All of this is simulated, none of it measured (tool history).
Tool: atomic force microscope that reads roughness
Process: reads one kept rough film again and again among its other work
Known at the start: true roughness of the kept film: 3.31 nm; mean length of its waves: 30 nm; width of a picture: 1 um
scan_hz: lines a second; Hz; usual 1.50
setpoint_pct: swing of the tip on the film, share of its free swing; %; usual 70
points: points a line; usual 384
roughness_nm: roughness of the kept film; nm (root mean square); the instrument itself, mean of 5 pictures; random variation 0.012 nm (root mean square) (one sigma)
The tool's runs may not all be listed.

| run | day | scan_hz | setpoint_pct | points | roughness_nm |
|---|---|---|---|---|---|
| 1 | 0.000 | 1.50 | 70 | 384 | 2.587 |
| 2 | 1.062 | 1.50 | 70 | 699 | 2.493 |
| 3 | 2.225 | 1.50 | 60 | 384 | 2.410 |
| 4 | 3.383 | 1.50 | 60 | 384 | 2.321 |
| 5 | 4.288 | 1.50 | 60 | 384 | 2.227 |
| 6 | 5.146 | 1.50 | 60 | 444 | 2.163 |
| 7 | 6.162 | 1.50 | 60 | 444 | 2.080 |
|  | 6.458 | new tip fitted |
| 8 | 6.942 | 1.80 | 70 | 384 | 2.666 |
| 9 | 7.692 | 1.80 | 70 | 384 | 2.579 |
| 10 | 8.862 | 1.50 | 70 | 384 | 2.500 |
| 11 | 9.938 | 1.50 | 70 | 384 | 2.405 |
| 12 | 10.929 | 1.50 | 70 | 384 | 2.341 |
| 13 | 11.821 | 1.50 | 70 | 384 | 2.243 |
| 14 | 12.908 | 1.50 | 70 | 384 | 2.159 |
| 15 | 13.925 | 1.50 | 70 | 384 | 2.080 |
|  | 14.442 | new tip fitted |
| 16 | 14.817 | 1.30 | 70 | 384 | 2.723 |
| 17 | 15.483 | 1.30 | 70 | 384 | 2.651 |
| 18 | 16.400 | 1.30 | 70 | 384 | 2.569 |
| 19 | 17.083 | 1.30 | 70 | 384 | 2.482 |
| 20 | 17.704 | 1.50 | 70 | 384 | 2.415 |
| 21 | 18.396 | 0.96 | 70 | 384 | 2.387 |
| 22 | 19.012 | 0.96 | 70 | 384 | 2.334 |
| 23 | 20.092 | 0.96 | 70 | 384 | 2.241 |
| 24 | 21.083 | 1.50 | 70 | 384 | 2.143 |
| 25 | 22.212 | 2.04 | 70 | 384 | 2.042 |
|  | 22.388 | new tip fitted |
| 26 | 22.783 | 2.04 | 70 | 384 | 2.695 |
| 27 | 23.433 | 2.04 | 60 | 569 | 2.697 |
| 28 | 24.179 | 2.04 | 60 | 569 | 2.613 |
| 29 | 25.188 | 1.45 | 70 | 384 | 2.464 |
| 30 | 25.912 | 1.50 | 70 | 311 | 2.400 |
| 31 | 26.862 | 1.50 | 70 | 311 | 2.311 |
| 32 | 27.754 | 0.62 | 60 | 487 | 2.316 |
| 33 | 28.754 | 0.59 | 73 | 429 | 2.249 |
| 34 | 29.388 | 0.59 | 81 | 325 | 2.152 |
| 35 | 30.071 | 1.22 | 85 | 285 | 2.005 |
|  | 30.317 | new tip fitted |
| 36 | 31.292 | 0.63 | 75 | 631 | 2.714 |
| 37 | 31.829 | 0.63 | 75 | 631 | 2.655 |
| 38 | 32.779 | 0.63 | 75 | 631 | 2.546 |
| 39 | 33.921 | 0.63 | 88 | 480 | 2.390 |
| 40 | 34.958 | 0.63 | 79 | 480 | 2.334 |
| 41 | 35.696 | 1.04 | 65 | 364 | 2.268 |
| 42 | 36.858 | 1.04 | 63 | 674 | 2.202 |
| 43 | 37.508 | 2.62 | 62 | 267 | 2.081 |
|  | 38.296 | new tip fitted |
| 44 | 38.508 | 2.62 | 62 | 267 | 2.714 |
| 45 | 39.183 | 0.57 | 69 | 961 | 2.740 |
| 46 | 39.975 | 1.50 | 73 | 384 | 2.572 |
| 47 | 40.621 | 1.50 | 73 | 384 | 2.508 |
| 48 | 41.700 | 3.66 | 65 | 789 | 2.366 |
| 49 | 42.567 | 1.50 | 70 | 592 | 2.342 |
| 50 | 43.667 | 1.00 | 70 | 814 | 2.301 |
| 51 | 44.275 | 1.00 | 70 | 814 | 2.224 |
| 52 | 44.788 | 1.00 | 70 | 814 | 2.172 |

3 ways to go on from here, each from the tool as it stands after run 52. What would each give?
| A | 45.804 | 1.34 | 87 | 844 | ? |
| B | 45.804 | 2.14 | 78 | 400 | ? |
| C | 45.804 | 2.55 | 68 | 473 | ? |

| run | roughness_nm |
|---|---|
| A | 2.001 |
| B | 2.000 |
| C | 2.028 |
Without the tool's hidden state the same runs would have given:
| run | roughness_nm |
|---|---|
| A | 2.674 |
| B | 2.669 |
| C | 2.710 |
